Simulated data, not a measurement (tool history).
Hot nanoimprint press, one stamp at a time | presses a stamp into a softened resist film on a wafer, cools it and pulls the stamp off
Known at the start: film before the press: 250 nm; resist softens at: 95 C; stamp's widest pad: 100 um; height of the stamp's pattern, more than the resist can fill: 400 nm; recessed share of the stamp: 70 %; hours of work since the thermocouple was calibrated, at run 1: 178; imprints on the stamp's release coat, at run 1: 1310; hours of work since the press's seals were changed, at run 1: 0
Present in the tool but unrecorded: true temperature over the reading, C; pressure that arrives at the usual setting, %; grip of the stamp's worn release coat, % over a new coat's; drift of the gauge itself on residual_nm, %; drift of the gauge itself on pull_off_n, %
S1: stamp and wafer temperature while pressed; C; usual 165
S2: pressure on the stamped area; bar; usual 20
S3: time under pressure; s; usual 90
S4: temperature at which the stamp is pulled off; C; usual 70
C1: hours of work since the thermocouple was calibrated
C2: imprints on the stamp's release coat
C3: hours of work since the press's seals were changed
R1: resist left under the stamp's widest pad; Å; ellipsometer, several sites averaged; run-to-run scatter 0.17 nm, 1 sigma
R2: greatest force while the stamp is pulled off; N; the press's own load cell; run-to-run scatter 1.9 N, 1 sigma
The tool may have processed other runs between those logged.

run   hour   S1    S2   S3  S4   C1    C2   C3    R1   R2
  1      0  165    20   90  70  178  1310    0  1045  210
  2   26.2  165    20   90  70  196  1441   18  1044  219
  3   48.6  165    20   90  70  211  1554   33  1043  214
        83  -- stamp cleaned and given a new release coat
  4   84.5  165    20  178  70  231     7   54   812  194
  5  114.7  165    20  178  70  252   159   74   815  194
  6  146.3  165    20   90  70  274   318   96  1043  197
  7  165.2  165  22.8   90  70  287   413  109   972  197
  8  179.5  165  22.8   90  70  296   485  119   966  197
  9  207.4  165  22.8   90  70  315   625  138   968  200
 10  226.5  165  22.8   90  70  328   721  151   967  199
 11  253.2  165  20.4   90  70  347   855  169  1026  207
 12  281.7  165  20.4   90  70  366   999  188  1028  205
 13  314.3  165  20.4   90  70  388  1163  211  1026  205
 14  344.5  165    20   90  70  409  1315  231  1038  212
 15  364.9  165  16.6   62  64  423  1417  245  1288  239
 16  378.9  165  16.6   62  64  433  1487  255  1294  241
 17  411.7  166  15.1  119  58  455  1653  277  1049  274
       424  -- stamp cleaned and given a new release coat
 18  433.6  153    20   81  70  466    48  288  1645  194
     438.9  -- plate thermocouple calibrated
 19  455.9  153    20  174  63   12   146  301  1377  226
 20  470.3  165    13   65  70   21   218  311  1471  198
 21  501.6  161  14.4  163  78   43   375  332  1203  167
 22    532  161  14.4  163  78   64   528  353  1202  166
 23  552.8  161  14.4  163  75   78   633  367  1201  184
 24    577  170  14.4   79  57   94   754  384  1116  263
 25  592.8  170  14.4   79  57  105   834  395  1116  267

Here are 4 independent what-if runs from the current tool condition. What would each one return?
  A   606  174  14.4   79  57  114  900  404   ?   ?
  B   606  165    20   90  76  114  900  404   ?   ?
  C   606  165  14.2  109  57  114  900  404   ?   ?
  D   606  165    20   90  55  114  900  404   ?   ?

run    R1   R2
  A   974  263
  B  1073  181
  C  1196  260
  D  1075  273
Stripped of hidden state, with their random variation kept, the same runs would have yielded:
run    R1   R2
  A   968  245
  B  1062  169
  C  1189  242
  D  1064  255

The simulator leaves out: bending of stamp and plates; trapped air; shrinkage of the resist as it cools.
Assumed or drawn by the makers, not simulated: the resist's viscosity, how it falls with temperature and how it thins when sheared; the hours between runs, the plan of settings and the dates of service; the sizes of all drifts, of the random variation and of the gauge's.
